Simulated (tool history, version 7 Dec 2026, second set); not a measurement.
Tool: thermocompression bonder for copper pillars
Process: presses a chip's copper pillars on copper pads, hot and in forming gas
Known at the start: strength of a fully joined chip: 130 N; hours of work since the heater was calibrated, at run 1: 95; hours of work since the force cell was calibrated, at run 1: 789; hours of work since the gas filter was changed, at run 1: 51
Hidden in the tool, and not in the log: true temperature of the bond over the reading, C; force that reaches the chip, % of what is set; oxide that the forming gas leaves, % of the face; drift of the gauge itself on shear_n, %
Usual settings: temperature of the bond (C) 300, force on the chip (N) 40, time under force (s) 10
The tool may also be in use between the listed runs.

run	day	temperature of the bond (C)	force on the chip (N)	time under force (s)	hours of work since the heater was calibrated	hours of work since the force cell was calibrated	hours of work since the gas filter was changed	force that shears a chip off (N)
1	0	300	40	10	95	789	51	55.4
2	0.258	300	55	10	99	793	56	70.1
3	0.562	300	55	10	104	797	60	68.7
4	0.783	300	40	16	107	801	64	65.1
5	1.083	300	40	6	112	806	69	45.6
6	1.3	300	30	10	116	809	72	43.7
7	1.575	302	25	27	120	814	76	57.8
8	1.912	302	25	27	125	819	82	56.5
9	2.254	302	25	27	131	824	87	57.4
10	2.621	312	31	13	137	830	93	59.4
11	2.838	312	31	13	140	834	97	59
12	3.154	312	31	13	145	839	102	57.9

Forecast each of these 3 alternatives for the next run:
A	3.504	275	41	13	151	844	107	?
B	3.504	276	54	13	151	844	107	?
C	3.504	293	31	13	151	844	107	?

run	force that shears a chip off (N)
A	40.7
B	53
C	44.2
Without the tool's hidden state the same runs would have given:
run	force that shears a chip off (N)
A	40.7
B	53
C	44.2

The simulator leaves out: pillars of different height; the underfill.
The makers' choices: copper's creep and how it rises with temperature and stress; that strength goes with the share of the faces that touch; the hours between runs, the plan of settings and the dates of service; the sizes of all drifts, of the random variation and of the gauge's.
